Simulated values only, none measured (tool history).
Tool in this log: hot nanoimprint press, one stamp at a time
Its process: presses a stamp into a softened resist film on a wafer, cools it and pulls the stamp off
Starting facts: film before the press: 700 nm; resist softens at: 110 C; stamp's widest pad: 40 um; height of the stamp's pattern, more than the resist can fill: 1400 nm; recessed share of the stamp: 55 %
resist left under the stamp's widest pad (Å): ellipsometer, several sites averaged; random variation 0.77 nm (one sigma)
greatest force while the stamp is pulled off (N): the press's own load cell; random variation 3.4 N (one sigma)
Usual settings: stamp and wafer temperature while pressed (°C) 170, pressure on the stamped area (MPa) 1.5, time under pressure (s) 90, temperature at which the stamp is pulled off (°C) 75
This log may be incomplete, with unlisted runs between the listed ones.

run,hour,stamp and wafer temperature while pressed (°C),pressure on the stamped area (MPa),time under pressure (s),temperature at which the stamp is pulled off (°C),resist left under the stamp's widest pad (Å),greatest force while the stamp is pulled off (N)
1,0,170,1.5,90,75,2647,217
2,39.6,170,1.5,90,75,2649,226
3,87.1,170,1.5,106,75,2451,222
4,131.4,170,1.5,106,75,2444,237
5,157.2,170,1.5,106,75,2440,242
6,188.3,182,1.5,90,75,1301,244
7,235.8,170,1.5,54,75,3188,239
8,264.7,170,1.5,54,75,3199,250
9,304.2,170,1.5,54,61,3196,318
10,330.9,165,1.5,90,75,3460,252
11,358,165,1.5,90,75,3473,263
# hour 365.9: plate thermocouple calibrated
12,404.1,170,1.5,102,75,2408,263
# hour 445.2: press's hydraulic seals changed and the load cell set to zero
13,464.6,170,1.5,102,75,2366,284
14,518.5,170,1.5,102,75,2341,290
# hour 555.4: plate thermocouple calibrated, once more
15,557.7,170,1.5,102,79,2638,285
16,609,170,1.5,102,79,2630,291
# hour 638.6: stamp cleaned and given a new release coat
17,656.4,170,1.5,98,79,2670,154
18,706.3,170,1.5,98,74,2667,171
19,751.6,170,1.5,62,67,3188,202
20,783.9,170,1.5,62,67,3192,210
21,825.2,179,1.5,90,75,1602,184
22,867.8,170,2.26,90,75,2253,189
23,911.5,162,1.07,118,78,4420,182
24,940.1,162,1.07,118,78,4399,187
25,983.2,162,1.83,178,77,3094,196
26,1026,162,1.83,178,77,3098,203
27,1076.4,163,1.83,178,69,2877,237
28,1113.3,163,1.83,178,69,2865,247
29,1159.6,165,1.83,143,69,2737,246
30,1210.4,172,1.69,105,71,2067,256

Per-run results on a tool with no hidden state, each run keeping its own random variation:
Hidden state present: true temperature over the reading, C; pressure that arrives at the usual setting, %; grip of the stamp's worn release coat, % over a new coat's; drift of the gauge itself on residual_nm, %; drift of the gauge itself on pull_off_n, %.
run,resist left under the stamp's widest pad (Å),greatest force while the stamp is pulled off (N)
1,2775,164
2,2785,166
3,2590,158
4,2592,165
5,2593,166
6,1375,164
7,3386,156
8,3404,161
9,3410,199
10,3711,157
11,3733,161
12,2642,158
13,2642,166
14,2625,164
15,2627,153
16,2629,152
17,2680,152
18,2687,163
19,3221,185
20,3233,188
21,1628,160
22,2301,160
23,4514,149
24,4502,151
25,3199,153
26,3214,155
27,3000,175
28,2997,177
29,2872,172
30,2172,174
